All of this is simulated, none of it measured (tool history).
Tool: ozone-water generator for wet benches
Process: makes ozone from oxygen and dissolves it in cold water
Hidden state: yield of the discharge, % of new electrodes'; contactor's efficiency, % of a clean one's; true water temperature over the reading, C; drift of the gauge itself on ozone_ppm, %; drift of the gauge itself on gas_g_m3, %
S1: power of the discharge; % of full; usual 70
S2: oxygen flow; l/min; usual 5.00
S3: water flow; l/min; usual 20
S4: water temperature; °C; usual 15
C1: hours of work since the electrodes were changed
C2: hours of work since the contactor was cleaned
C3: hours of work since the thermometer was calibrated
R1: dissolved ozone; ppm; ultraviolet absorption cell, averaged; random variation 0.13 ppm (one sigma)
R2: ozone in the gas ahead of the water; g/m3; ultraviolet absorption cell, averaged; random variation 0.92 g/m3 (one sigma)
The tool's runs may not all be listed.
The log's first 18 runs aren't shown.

| run | day | S1 | S2 | S3 | S4 | C1 | C2 | C3 | R1 | R2 |
|---|---|---|---|---|---|---|---|---|---|---|
| 19 | 52.546 | 70 | 5.36 | 31 | 19 | 2361 | 2807 | 3700 | 8.6 | 148.3 |
| 20 | 55.017 | 95 | 3.84 | 17 | 19 | 2411 | 2858 | 3751 | 18.8 | 237.8 |
| 21 | 58.483 | 56 | 3.84 | 17 | 9 | 2482 | 2929 | 3821 | 12.9 | 144.6 |
| 22 | 60.296 | 70 | 5.00 | 31 | 15 | 2519 | 2966 | 3859 | 9.1 | 155.4 |
| 23 | 63.062 | 65 | 3.12 | 15 | 9 | 2576 | 3022 | 3915 | 16.4 | 186.4 |
| 24 | 65.517 | 65 | 3.12 | 15 | 9 | 2626 | 3073 | 3965 | 16.0 | 188.3 |
| 25 | 67.533 | 65 | 3.12 | 15 | 9 | 2667 | 3114 | 4007 | 16.2 | 187.9 |
| 26 | 70.100 | 60 | 6.53 | 27 | 10 | 2720 | 3166 | 4059 | 9.6 | 114.2 |
| 27 | 73.092 | 70 | 4.02 | 20 | 17 | 2781 | 3227 | 4120 | 12.6 | 174.7 |
| 28 | 77.100 | 70 | 4.02 | 20 | 17 | 2863 | 3309 | 4202 | 12.8 | 174.6 |
|  | 79.804 | water thermometer calibrated |
| 29 | 80.575 | 70 | 4.02 | 20 | 17 | 2934 | 3380 | 16 | 12.8 | 174.5 |
| 30 | 82.350 | 70 | 4.02 | 20 | 17 | 2970 | 3416 | 52 | 12.5 | 173.3 |
| 31 | 85.208 | 70 | 4.02 | 21 | 19 | 3028 | 3475 | 111 | 11.8 | 174.9 |
| 32 | 87.346 | 85 | 5.00 | 15 | 14 | 3072 | 3519 | 154 | 19.5 | 185.5 |
| 33 | 90.488 | 85 | 5.00 | 17 | 9 | 3136 | 3583 | 219 | 19.4 | 185.0 |
| 34 | 94.550 | 85 | 5.00 | 17 | 9 | 3220 | 3666 | 302 | 19.5 | 185.9 |

3 ways to go on from here, each from the tool as it stands after run 34. What would each give?
| A | 98.108 | 48 | 5.00 | 20 | 8 | 3292 | 3739 | 374 | ? | ? |
| B | 98.108 | 70 | 3.33 | 12 | 9 | 3292 | 3739 | 374 | ? | ? |
| C | 98.108 | 85 | 5.00 | 16 | 9 | 3292 | 3739 | 374 | ? | ? |

| run | R1 | R2 |
|---|---|---|
| A | 10.0 | 108.1 |
| B | 20.7 | 192.2 |
| C | 20.5 | 186.5 |
Without the tool's hidden state the same runs would have given:
| run | R1 | R2 |
|---|---|---|
| A | 10.0 | 108.2 |
| B | 20.7 | 192.4 |
| C | 20.5 | 186.7 |
